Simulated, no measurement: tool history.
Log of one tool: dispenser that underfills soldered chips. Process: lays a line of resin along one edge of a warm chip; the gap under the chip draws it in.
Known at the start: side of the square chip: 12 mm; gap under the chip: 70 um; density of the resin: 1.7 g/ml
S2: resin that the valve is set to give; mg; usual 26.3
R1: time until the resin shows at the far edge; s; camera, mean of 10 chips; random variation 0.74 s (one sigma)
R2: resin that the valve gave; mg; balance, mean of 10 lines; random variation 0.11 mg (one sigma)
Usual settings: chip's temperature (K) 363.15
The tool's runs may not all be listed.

run 1 hour=0.0 | chip's_temperature_(K)=363.15 S2=26.3 | R1=108.3 R2=25.51
-- hour=4.0 new syringe of resin
run 2 hour=6.8 | chip's_temperature_(K)=363.15 S2=27.6 | R1=71.9 R2=26.72
run 3 hour=15.1 | chip's_temperature_(K)=363.15 S2=27.6 | R1=90.4 R2=26.72
run 4 hour=21.6 | chip's_temperature_(K)=363.15 S2=26.3 | R1=111.7 R2=25.28
-- hour=24.3 new syringe of resin
run 5 hour=25.8 | chip's_temperature_(K)=363.15 S2=26.3 | R1=72.1 R2=25.19
run 6 hour=31.4 | chip's_temperature_(K)=363.15 S2=26.3 | R1=84.4 R2=25.17
run 7 hour=36.6 | chip's_temperature_(K)=363.15 S2=26.3 | R1=98.6 R2=25.11
run 8 hour=40.5 | chip's_temperature_(K)=363.15 S2=26.3 | R1=111.4 R2=25.08
-- hour=44.3 new syringe of resin
run 9 hour=48.5 | chip's_temperature_(K)=357.15 S2=26.3 | R1=94.6 R2=25.18
run 10 hour=52.5 | chip's_temperature_(K)=363.15 S2=26.3 | R1=86.6 R2=24.85
run 11 hour=60.5 | chip's_temperature_(K)=356.15 S2=26.3 | R1=141.6 R2=24.88
-- hour=64.6 new syringe of resin
run 12 hour=64.6 | chip's_temperature_(K)=363.15 S2=26.3 | R1=69.0 R2=24.83
run 13 hour=70.1 | chip's_temperature_(K)=349.15 S2=26.3 | R1=139.0 R2=24.98
run 14 hour=76.2 | chip's_temperature_(K)=376.15 S2=26.3 | R1=60.4 R2=24.50
-- hour=80.2 dispensing valve cleaned and set on the balance
run 15 hour=84.5 | chip's_temperature_(K)=363.15 S2=33.8 | R1=116.2 R2=33.48
-- hour=85.4 new syringe of resin
run 16 hour=91.1 | chip's_temperature_(K)=363.15 S2=33.8 | R1=77.9 R2=33.52
run 17 hour=97.0 | chip's_temperature_(K)=363.15 S2=26.3 | R1=95.2 R2=25.96
run 18 hour=100.9 | chip's_temperature_(K)=363.15 S2=26.3 | R1=108.0 R2=26.12
-- hour=105.2 new syringe of resin
run 19 hour=106.4 | chip's_temperature_(K)=363.15 S2=26.3 | R1=70.8 R2=26.03
run 20 hour=114.5 | chip's_temperature_(K)=363.15 S2=26.3 | R1=92.5 R2=25.85
run 21 hour=121.7 | chip's_temperature_(K)=363.15 S2=31.2 | R1=109.8 R2=30.66
-- hour=125.1 new syringe of resin
run 22 hour=129.9 | chip's_temperature_(K)=363.15 S2=31.2 | R1=75.3 R2=30.55
run 23 hour=134.3 | chip's_temperature_(K)=372.15 S2=30.2 | R1=62.7 R2=29.40
run 24 hour=142.1 | chip's_temperature_(K)=372.15 S2=30.2 | R1=80.6 R2=29.42
-- hour=145.0 new syringe of resin
run 25 hour=146.7 | chip's_temperature_(K)=372.15 S2=30.2 | R1=50.5 R2=29.43
run 26 hour=155.1 | chip's_temperature_(K)=363.15 S2=26.2 | R1=92.3 R2=25.41
run 27 hour=162.2 | chip's_temperature_(K)=363.15 S2=26.2 | R1=111.5 R2=25.34
-- hour=165.0 new syringe of resin
run 28 hour=168.4 | chip's_temperature_(K)=352.15 S2=28.9 | R1=111.5 R2=27.99
run 29 hour=175.9 | chip's_temperature_(K)=352.15 S2=28.9 | R1=140.5 R2=27.73
run 30 hour=181.5 | chip's_temperature_(K)=352.15 S2=28.9 | R1=166.8 R2=27.56
-- hour=185.2 new syringe of resin
run 31 hour=189.6 | chip's_temperature_(K)=352.15 S2=31.2 | R1=114.9 R2=29.87
run 32 hour=193.7 | chip's_temperature_(K)=352.15 S2=31.2 | R1=129.6 R2=29.78
run 33 hour=198.4 | chip's_temperature_(K)=352.15 S2=31.2 | R1=151.1 R2=29.64
run 34 hour=201.9 | chip's_temperature_(K)=352.15 S2=31.2 | R1=167.2 R2=29.52
-- hour=205.0 new syringe of resin
run 35 hour=207.3 | chip's_temperature_(K)=373.15 S2=30.2 | R1=49.8 R2=28.58

Forecast each of these 4 alternatives for the next run:
run A hour=212.9 | chip's_temperature_(K)=353.15 S2=25.6 | R1=? R2=?
run B hour=212.9 | chip's_temperature_(K)=359.15 S2=23.5 | R1=? R2=?
run C hour=212.9 | chip's_temperature_(K)=373.15 S2=32.2 | R1=? R2=?
run D hour=212.9 | chip's_temperature_(K)=350.15 S2=26.3 | R1=? R2=?

run=A R1=128.6 R2=24.14
run=B R1=105.4 R2=22.20
run=C R1=58.6 R2=30.30
run=D R1=145.2 R2=24.77
Without the tool's hidden state the same runs would have given:
run=A R1=98.3 R2=25.62
run=B R1=80.3 R2=23.56
run=C R1=45.2 R2=32.16
run=D R1=111.0 R2=26.29

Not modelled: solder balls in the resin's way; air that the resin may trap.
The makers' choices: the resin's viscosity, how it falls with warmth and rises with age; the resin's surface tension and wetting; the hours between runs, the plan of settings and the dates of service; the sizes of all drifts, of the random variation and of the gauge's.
